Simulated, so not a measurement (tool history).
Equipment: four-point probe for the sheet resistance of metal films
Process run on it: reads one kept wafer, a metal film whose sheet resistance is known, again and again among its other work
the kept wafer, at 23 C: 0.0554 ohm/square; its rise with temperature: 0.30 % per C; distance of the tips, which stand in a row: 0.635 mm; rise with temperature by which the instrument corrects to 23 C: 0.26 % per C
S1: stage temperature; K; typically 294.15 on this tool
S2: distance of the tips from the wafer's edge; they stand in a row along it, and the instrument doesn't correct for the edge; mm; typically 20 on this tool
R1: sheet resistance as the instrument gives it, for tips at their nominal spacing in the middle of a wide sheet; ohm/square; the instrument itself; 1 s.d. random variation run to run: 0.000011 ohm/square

Run 1, hour 0: usual settings. Result: R1 0.055377 ohm/square.
Run 2, hour 62: usual settings but S2 12 mm. Result: R1 0.055446 ohm/square.
Run 3, hour 135.4: usual settings but S2 12 mm. Result: R1 0.055438 ohm/square.
Run 4, hour 208: usual settings. Result: R1 0.055376 ohm/square.
Run 5, hour 265.3: usual settings but S2 15 mm. Result: R1 0.055399 ohm/square.
Run 6, hour 333.6: usual settings but S2 15 mm. Result: R1 0.055416 ohm/square.
Run 7, hour 397.2: usual settings but S2 3 mm. Result: R1 0.056656 ohm/square.
Run 8, hour 442.1: usual settings but S2 3 mm. Result: R1 0.056663 ohm/square.
Run 9, hour 483.3: usual settings. Result: R1 0.05538 ohm/square.
Run 10, hour 529: usual settings. Result: R1 0.055381 ohm/square.
Run 11, hour 594.1: usual settings but S1 295.15 K. Result: R1 0.0554 ohm/square.
Run 12, hour 667.3: usual settings but S1 295.15 K. Result: R1 0.055393 ohm/square.
Run 13, hour 714.4: usual settings but S1 295.15 K. Result: R1 0.055422 ohm/square.
Run 14, hour 770.1: usual settings but S2 50 mm. Result: R1 0.055392 ohm/square.
Run 15, hour 821.1: usual settings but S1 295.15 K, S2 50 mm. Result: R1 0.055386 ohm/square.
Run 16, hour 855.5: usual settings but S1 295.15 K, S2 50 mm. Result: R1 0.05538 ohm/square.
Run 17, hour 911.6: usual settings but S1 295.15 K, S2 8 mm. Result: R1 0.05556 ohm/square.
Run 18, hour 962.7: usual settings but S1 291.15 K, S2 8 mm. Result: R1 0.055498 ohm/square.
Run 19, hour 995.7: usual settings but S1 291.15 K, S2 8 mm. Result: R1 0.055501 ohm/square.
Run 20, hour 1038: usual settings but S1 293.15 K, S2 23 mm. Result: R1 0.055328 ohm/square.
Run 21, hour 1101.4: usual settings but S1 307.15 K, S2 10 mm. Result: R1 0.055729 ohm/square.
Run 22, hour 1160.7: usual settings but S2 29 mm. Result: R1 0.055384 ohm/square.
Run 23, hour 1200.2: usual settings but S1 300.15 K, S2 8 mm. Result: R1 0.055653 ohm/square.
Run 24, hour 1250.5: usual settings but S1 303.15 K, S2 5 mm. Result: R1 0.056031 ohm/square.
Run 25, hour 1324.5: usual settings but S1 303.15 K, S2 5 mm. Result: R1 0.056007 ohm/square.
Run 26, hour 1367.1: usual settings but S1 306.15 K. Result: R1 0.055605 ohm/square.
Run 27, hour 1430.2: usual settings but S1 297.15 K, S2 8 mm. Result: R1 0.05561 ohm/square.
Run 28, hour 1470.3: usual settings but S1 298.15 K, S2 3 mm. Result: R1 0.056727 ohm/square.
Run 29, hour 1532.5: usual settings but S1 296.15 K, S2 17 mm. Result: R1 0.055432 ohm/square.
Run 30, hour 1571.4: usual settings but S1 292.15 K, S2 41 mm. Result: R1 0.055316 ohm/square.
Run 31, hour 1630.5: usual settings but S1 292.15 K, S2 41 mm. Result: R1 0.055335 ohm/square.

Consider 4 possible next runs. They are alternatives, not a sequence: every one starts from the tool as it was left by run 31. What does each give?
Run A, hour 1674: usual settings but S1 304.15 K, S2 7 mm. Result: R1 ?.
Run B, hour 1674: usual settings but S2 5 mm. Result: R1 ?.
Run C, hour 1674: usual settings but S1 295.15 K. Result: R1 ?.
Run D, hour 1674: usual settings but S1 302.15 K, S2 74 mm. Result: R1 ?.

run        R1
  A  0.055768
  B  0.055828
  C  0.055416
  D  0.055513
Had the tool no hidden state, the same runs would have come out as:
run        R1
  A  0.055775
  B  0.055834
  C  0.055423
  D  0.055519

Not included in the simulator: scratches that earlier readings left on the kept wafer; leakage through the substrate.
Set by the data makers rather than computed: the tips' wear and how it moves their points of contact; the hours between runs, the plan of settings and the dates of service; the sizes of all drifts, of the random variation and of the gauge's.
